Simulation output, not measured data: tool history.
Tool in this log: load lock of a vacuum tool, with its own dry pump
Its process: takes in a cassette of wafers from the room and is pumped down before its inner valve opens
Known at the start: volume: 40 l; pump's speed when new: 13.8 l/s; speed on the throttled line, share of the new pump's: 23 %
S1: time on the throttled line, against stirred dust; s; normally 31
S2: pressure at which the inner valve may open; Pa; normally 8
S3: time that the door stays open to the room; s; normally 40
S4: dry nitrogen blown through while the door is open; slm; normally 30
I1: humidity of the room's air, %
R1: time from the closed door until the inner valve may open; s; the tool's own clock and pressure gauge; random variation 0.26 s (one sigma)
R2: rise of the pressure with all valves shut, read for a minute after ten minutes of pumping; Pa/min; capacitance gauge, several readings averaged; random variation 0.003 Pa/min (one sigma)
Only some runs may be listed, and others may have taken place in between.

Run 1, hour 0.0: usual settings; I1 46.5. Result: R1 50.9 s, R2 0.041 Pa/min.
Run 2, hour 340.1: usual settings; I1 47.6. Result: R1 51.8 s, R2 0.041 Pa/min.
Run 3, hour 819.4: usual settings; I1 48.3. Result: R1 51.2 s, R2 0.033 Pa/min.
Run 4, hour 1378.7: usual settings; I1 41.0. Result: R1 51.3 s, R2 0.036 Pa/min.
Run 5, hour 1794.4: usual settings; I1 44.2. Result: R1 50.9 s, R2 0.040 Pa/min.
Run 6, hour 2065.8: usual settings but S3 83 s; I1 43.9. Result: R1 51.1 s, R2 0.061 Pa/min.
Run 7, hour 2404.5: usual settings but S4 8 slm; I1 45.4. Result: R1 51.1 s, R2 0.051 Pa/min.
Run 8, hour 3069.5: usual settings; I1 43.7. Result: R1 51.5 s, R2 0.040 Pa/min.
Run 9, hour 3400.0: usual settings; I1 44.3. Result: R1 51.1 s, R2 0.032 Pa/min.
Run 10, hour 4006.3: usual settings but S2 7 Pa; I1 41.4. Result: R1 51.8 s, R2 0.037 Pa/min.
Run 11, hour 4367.8: usual settings; I1 45.4. Result: R1 51.1 s, R2 0.038 Pa/min.
Run 12, hour 4643.3: usual settings; I1 46.1. Result: R1 51.0 s, R2 0.034 Pa/min.
Run 13, hour 5044.0: usual settings but S4 28 slm; I1 45.3. Result: R1 51.4 s, R2 0.041 Pa/min.
Run 14, hour 5459.5: usual settings; I1 47.3. Result: R1 51.2 s, R2 0.041 Pa/min.
Run 15, hour 5813.4: usual settings; I1 40.9. Result: R1 51.1 s, R2 0.038 Pa/min.
Run 16, hour 6417.6: usual settings but S2 12 Pa; I1 48.3. Result: R1 50.1 s, R2 0.032 Pa/min.
Run 17, hour 6968.2: usual settings but S2 12 Pa; I1 44.4. Result: R1 50.1 s, R2 0.036 Pa/min.
Run 18, hour 7264.4: usual settings but S1 21 s; I1 47.1. Result: R1 43.7 s, R2 0.037 Pa/min.
Run 19, hour 7903.3: usual settings but S1 21 s; I1 43.5. Result: R1 43.6 s, R2 0.033 Pa/min.
Run 20, hour 8531.2: usual settings but S1 20 s, S2 6 Pa, S3 56 s; I1 45.1. Result: R1 43.9 s, R2 0.048 Pa/min.
Run 21, hour 9056.8: usual settings but S4 9 slm; I1 44.6. Result: R1 51.5 s, R2 0.053 Pa/min.
Run 22, hour 9582.6: usual settings but S1 27 s, S2 6 Pa, S3 120 s, S4 26 slm; I1 45.8. Result: R1 49.0 s, R2 0.085 Pa/min.
Run 23, hour 10225.2: usual settings but S1 35 s, S2 6 Pa, S3 78 s, S4 26 slm; I1 45.7. Result: R1 55.0 s, R2 0.060 Pa/min.
Run 24, hour 10749.5: usual settings but S1 51 s, S2 16 Pa, S3 217 s, S4 4 slm; I1 42.3. Result: R1 64.7 s, R2 0.166 Pa/min.
Run 25, hour 11022.2: usual settings but S1 51 s, S3 217 s, S4 32 slm; I1 46.4. Result: R1 66.7 s, R2 0.116 Pa/min.
Run 26, hour 11587.2: usual settings but S2 12 Pa, S3 101 s; I1 42.7. Result: R1 50.1 s, R2 0.066 Pa/min.
Run 27, hour 12163.5: usual settings but S2 16 Pa; I1 44.9. Result: R1 49.3 s, R2 0.035 Pa/min.
Run 28, hour 12827.5: usual settings but S1 27 s, S2 10 Pa, S3 87 s, S4 11 slm; I1 46.5. Result: R1 47.6 s, R2 0.083 Pa/min.
Run 29, hour 13315.0: usual settings but S1 18 s, S4 5 slm; I1 47.0. Result: R1 41.2 s, R2 0.051 Pa/min.
Run 30, hour 13660.8: usual settings but S1 18 s, S2 10 Pa, S3 32 s, S4 5 slm; I1 46.0. Result: R1 40.9 s, R2 0.046 Pa/min.
Run 31, hour 14135.7: usual settings but S1 18 s, S2 10 Pa, S3 32 s, S4 5 slm; I1 48.9. Result: R1 40.8 s, R2 0.049 Pa/min.
Run 32, hour 14560.2: usual settings but S1 18 s, S2 10 Pa, S3 32 s, S4 5 slm; I1 45.2. Result: R1 40.5 s, R2 0.048 Pa/min.
Run 33, hour 15151.5: usual settings but S1 44 s, S3 91 s; I1 40.2. Result: R1 61.0 s, R2 0.059 Pa/min.

3 options for the next run, each taken on its own from the tool as it stands now. Forecast them:
Run A, hour 15483.3: usual settings but S4 7 slm; I1 44.7. Result: R1 ?, R2 ?.
Run B, hour 15483.3: usual settings but S1 44 s, S3 91 s, S4 25 slm; I1 47.3. Result: R1 ?, R2 ?.
Run C, hour 15483.3: usual settings but S1 44 s, S3 121 s; I1 49.3. Result: R1 ?, R2 ?.

run    R1     R2
  A  51.4  0.055
  B  60.9  0.071
  C  60.8  0.085
With no hidden state in the tool, these same runs would have given:
run    R1     R2
  A  51.4  0.054
  B  60.8  0.070
  C  60.7  0.084
